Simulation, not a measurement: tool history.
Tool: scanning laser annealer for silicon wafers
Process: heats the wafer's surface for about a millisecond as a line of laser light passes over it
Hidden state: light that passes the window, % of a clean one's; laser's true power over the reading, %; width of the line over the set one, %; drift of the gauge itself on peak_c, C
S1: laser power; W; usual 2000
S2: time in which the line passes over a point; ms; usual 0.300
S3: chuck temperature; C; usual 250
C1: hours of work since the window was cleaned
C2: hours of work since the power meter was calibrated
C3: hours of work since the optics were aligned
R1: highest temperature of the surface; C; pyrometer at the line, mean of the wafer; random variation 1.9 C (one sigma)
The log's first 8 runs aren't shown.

run,day,S1,S2,S3,C1,C2,C3,R1
9,2.442,2000,0.261,250,100,207,19,1027
10,2.625,2000,0.300,250,103,210,22,1084
11,2.842,2000,0.300,250,106,214,25,1083
12,3.221,2000,0.300,250,113,220,32,1083
13,3.538,2000,0.300,250,118,225,37,1084
# day 3.638: window over the wafer cleaned
14,3.825,2000,0.300,250,3,229,40,1084
15,4.208,2000,0.300,250,9,235,47,1083
16,4.479,2000,0.300,250,14,240,51,1083
17,4.650,2000,0.300,250,17,243,54,1079
18,4.858,2000,0.300,250,20,246,57,1079
19,5.083,2000,0.300,250,24,250,61,1078
20,5.338,2000,0.300,250,28,254,65,1078
21,5.558,2150,0.300,243,32,258,69,1150
22,5.929,1899,0.287,250,38,264,75,1012
# day 6.038: window over the wafer cleaned, once more
23,6.283,1933,0.287,283,4,268,80,1066
24,6.571,2115,0.357,277,9,273,84,1254
25,6.942,1909,0.319,219,15,279,91,1037
26,7.333,1873,0.252,214,21,286,97,920
27,7.667,1873,0.299,214,27,291,103,986
28,7.996,1854,0.282,217,32,297,108,954

Run 29 comes next. What will it give?
29,8.254,1837,0.282,217,37,301,112,?

R1: 944 C
Without the tool's hidden state the same run would have given R1 947 C.
